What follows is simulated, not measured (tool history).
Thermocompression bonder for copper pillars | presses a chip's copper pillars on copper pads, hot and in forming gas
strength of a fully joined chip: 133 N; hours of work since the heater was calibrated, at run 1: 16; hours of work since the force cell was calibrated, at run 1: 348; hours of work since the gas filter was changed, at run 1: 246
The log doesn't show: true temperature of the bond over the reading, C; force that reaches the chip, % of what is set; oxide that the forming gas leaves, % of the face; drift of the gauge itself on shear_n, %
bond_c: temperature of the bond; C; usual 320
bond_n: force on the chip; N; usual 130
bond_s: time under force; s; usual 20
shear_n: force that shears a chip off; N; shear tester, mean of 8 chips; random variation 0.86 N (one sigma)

run,hour,bond_c,bond_n,bond_s,hours of work since the heater was calibrated,hours of work since the force cell was calibrated,hours of work since the gas filter was changed,shear_n
1,0.0,320,130,20,16,348,246,90.2
2,4.5,320,130,20,18,351,248,89.6
3,13.6,320,130,20,24,356,254,91.2
4,20.5,320,130,20,28,360,258,92.1
5,24.8,320,135,20,31,363,261,91.7
6,31.9,320,135,20,35,367,265,92.9
7,38.8,320,135,20,39,371,269,94.2
8,45.9,320,135,20,43,376,273,91.6
9,51.0,339,135,20,46,379,276,99.0
10,59.8,320,130,20,52,384,282,92.4
11,67.1,320,130,20,56,389,286,91.1
12,74.9,320,130,37,61,393,291,105.2
13,85.4,320,130,37,67,400,297,103.8
14,92.8,320,130,37,72,404,302,104.2
15,98.1,292,130,20,75,407,305,78.1
16,103.8,292,130,20,78,411,308,76.5
17,111.1,320,95,13,83,415,313,65.4
18,119.3,320,95,13,88,420,318,65.7
19,125.3,320,193,20,91,424,321,107.7
20,135.6,338,102,17,97,430,327,84.4
21,145.9,338,102,17,104,436,334,85.4
22,155.0,338,102,17,109,441,339,82.8
23,165.5,304,169,16,115,448,345,89.6
24,175.1,320,91,30,121,454,351,81.9
25,182.2,293,187,26,125,458,356,98.6
26,191.3,311,187,44,131,463,361,116.8
27,195.8,311,187,44,134,466,364,119.4
28,205.7,296,84,45,140,472,370,77.5
29,214.5,321,130,34,145,477,375,104.4

3 ways to go on from here, each from the tool as it stands after run 29. What would each give?
A,221.3,320,130,19,149,481,379,?
B,221.3,320,159,11,149,481,379,?
C,221.3,320,130,43,149,481,379,?

run,shear_n
A,89.8
B,85.3
C,107.7
Without the tool's hidden state the same runs would have given:
run,shear_n
A,89.7
B,85.2
C,107.6
